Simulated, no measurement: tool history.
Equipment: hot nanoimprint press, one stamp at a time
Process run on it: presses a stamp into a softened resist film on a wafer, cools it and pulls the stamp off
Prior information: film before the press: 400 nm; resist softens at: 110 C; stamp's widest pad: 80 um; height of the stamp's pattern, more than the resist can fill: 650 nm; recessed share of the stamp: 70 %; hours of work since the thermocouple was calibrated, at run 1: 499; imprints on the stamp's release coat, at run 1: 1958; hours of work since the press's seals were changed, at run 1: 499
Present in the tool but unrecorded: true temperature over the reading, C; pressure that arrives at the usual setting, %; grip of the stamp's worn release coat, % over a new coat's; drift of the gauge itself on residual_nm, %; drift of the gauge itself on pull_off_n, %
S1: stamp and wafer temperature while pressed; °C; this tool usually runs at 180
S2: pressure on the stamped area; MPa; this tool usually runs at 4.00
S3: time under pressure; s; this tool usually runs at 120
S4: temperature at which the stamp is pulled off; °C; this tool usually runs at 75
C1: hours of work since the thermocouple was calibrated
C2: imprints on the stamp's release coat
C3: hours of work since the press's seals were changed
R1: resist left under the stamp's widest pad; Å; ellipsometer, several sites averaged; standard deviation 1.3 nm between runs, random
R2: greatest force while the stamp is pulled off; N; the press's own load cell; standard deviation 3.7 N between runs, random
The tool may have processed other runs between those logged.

run	day	S1	S2	S3	S4	C1	C2	C3	R1	R2
1	0.000	180	4.00	120	75	499	1958	499	2201	241
2	1.600	180	4.00	120	75	529	2166	529	2211	254
3	3.088	180	4.00	120	75	557	2358	557	2236	248
# day 3.579: stamp cleaned and given a new release coat
4	4.204	180	4.00	84	75	573	81	573	2509	182
# day 4.821: plate thermocouple calibrated
5	5.067	185	4.00	120	75	5	176	587	1745	185
6	6.575	174	4.00	120	75	33	372	615	2525	186
7	7.288	180	4.00	120	75	46	464	629	2094	187
8	8.617	180	4.00	120	75	71	636	653	2101	198
9	9.546	185	4.00	120	75	89	757	671	1767	197
10	11.133	185	4.00	120	75	118	963	701	1756	204
11	12.488	180	4.00	120	75	144	1139	726	2138	212
12	13.471	180	4.57	120	75	162	1266	744	2019	220
13	14.508	180	4.57	120	75	181	1400	764	2048	220
14	15.621	180	4.57	120	75	202	1545	785	2001	227
15	16.808	180	4.57	120	75	225	1699	807	2038	230
16	18.362	173	2.69	120	67	254	1900	836	2951	252
17	19.696	186	4.00	160	61	279	2073	861	1562	260
18	21.279	175	4.00	120	79	308	2279	891	2574	254
# day 22.421: stamp cleaned and given a new release coat
19	23.146	173	4.00	72	67	339	94	921	3067	195
20	24.246	181	4.00	62	81	359	237	942	2615	177
21	24.946	170	2.61	207	75	372	327	955	2875	187
22	25.804	171	3.01	145	75	388	439	971	2950	191
23	26.750	171	3.01	130	61	406	561	988	3005	215
24	27.454	171	3.01	130	61	419	652	1002	3027	219
25	28.971	191	5.21	130	62	448	850	1030	1295	223
26	30.204	180	4.00	71	69	471	1009	1053	2605	213
27	31.688	190	6.19	76	73	498	1201	1081	1574	225

Forecast run 28:
28	32.833	174	6.19	85	74	520	1350	1102	?	?

Run 28 gave R1 2666 Å, R2 220 N.
If the tool had no hidden condition, the same run with the same run-to-run variation would have returned R1 2460 Å, R2 177 N.

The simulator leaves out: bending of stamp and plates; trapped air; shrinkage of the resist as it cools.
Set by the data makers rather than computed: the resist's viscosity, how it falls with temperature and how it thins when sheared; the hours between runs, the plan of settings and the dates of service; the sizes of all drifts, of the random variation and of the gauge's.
